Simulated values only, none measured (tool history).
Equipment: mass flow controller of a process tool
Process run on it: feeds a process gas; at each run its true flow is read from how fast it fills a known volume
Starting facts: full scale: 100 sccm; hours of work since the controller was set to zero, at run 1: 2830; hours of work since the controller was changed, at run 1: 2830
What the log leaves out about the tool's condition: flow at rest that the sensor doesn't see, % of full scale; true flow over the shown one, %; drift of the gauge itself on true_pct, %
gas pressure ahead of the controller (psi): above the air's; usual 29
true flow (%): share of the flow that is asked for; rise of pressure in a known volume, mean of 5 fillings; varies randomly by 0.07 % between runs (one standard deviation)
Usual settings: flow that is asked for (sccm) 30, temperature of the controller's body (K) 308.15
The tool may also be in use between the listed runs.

| run | day | flow that is asked for (sccm) | gas pressure ahead of the controller (psi) | temperature of the controller's body (K) | hours of work since the controller was set to zero | hours of work since the controller was changed | true flow (%) |
|---|---|---|---|---|---|---|---|
| 1 | 0 | 30 | 29 | 308.15 | 2830 | 2830 | 98.37 |
| 2 | 8.004 | 62 | 29 | 308.15 | 2891 | 2891 | 99.55 |
| 3 | 12.488 | 62 | 29 | 308.15 | 2925 | 2925 | 99.64 |
| 4 | 17.675 | 62 | 29 | 308.15 | 2965 | 2965 | 99.48 |
| 5 | 24.212 | 62 | 29 | 308.15 | 3015 | 3015 | 99.5 |
| 6 | 31.254 | 62 | 29 | 308.15 | 3068 | 3068 | 99.39 |
| 7 | 40.383 | 62 | 32.8 | 308.15 | 3138 | 3138 | 99.51 |
| 8 | 46.975 | 62 | 32.8 | 308.15 | 3188 | 3188 | 99.52 |
| 9 | 55.667 | 30 | 28.9 | 304.15 | 3254 | 3254 | 97.8 |

Forecast run 10:
| 10 | 64.962 | 23 | 26.7 | 302.15 | 3325 | 3325 | ? |

{"run 10": {"true flow (%)": 97.45}}
On a tool with no hidden condition, and with the same random variation, this run would have come out at true flow (%) 97.82.

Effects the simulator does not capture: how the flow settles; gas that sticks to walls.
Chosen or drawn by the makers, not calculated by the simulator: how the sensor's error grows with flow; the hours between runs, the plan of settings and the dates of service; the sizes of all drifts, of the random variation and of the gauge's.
